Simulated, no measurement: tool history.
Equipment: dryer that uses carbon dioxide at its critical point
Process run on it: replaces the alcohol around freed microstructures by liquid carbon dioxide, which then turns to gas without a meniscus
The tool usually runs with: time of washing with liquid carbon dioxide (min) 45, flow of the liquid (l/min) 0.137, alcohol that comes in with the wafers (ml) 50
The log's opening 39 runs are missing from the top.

run,day,time of washing with liquid carbon dioxide (min),flow of the liquid (l/min),alcohol that comes in with the wafers (ml),alcohol left in the vessel before it's heated (ppm by volume)
40,84.917,45,0.123,72,1313
# day 86.388: inlet filter changed
41,87.062,32,0.137,23,637
42,89.238,45,0.17,50,158
43,90.567,44,0.091,111,4002
44,91.829,45,0.094,49,1552
45,93.808,45,0.091,66,2431
46,95.321,45,0.091,66,2559
47,98.329,27,0.088,85,13202

Alternative continuations, all from the tool just after run 47; predict every row:
A,100.696,45,0.139,91,?
B,100.696,33,0.179,62,?
C,100.696,49,0.137,23,?
D,100.696,45,0.088,85,?

run,alcohol left in the vessel before it's heated (ppm by volume)
A,886
B,842
C,222
D,4119
Without the tool's hidden state the same runs would have given:
run,alcohol left in the vessel before it's heated (ppm by volume)
A,475
B,465
C,92
D,2824
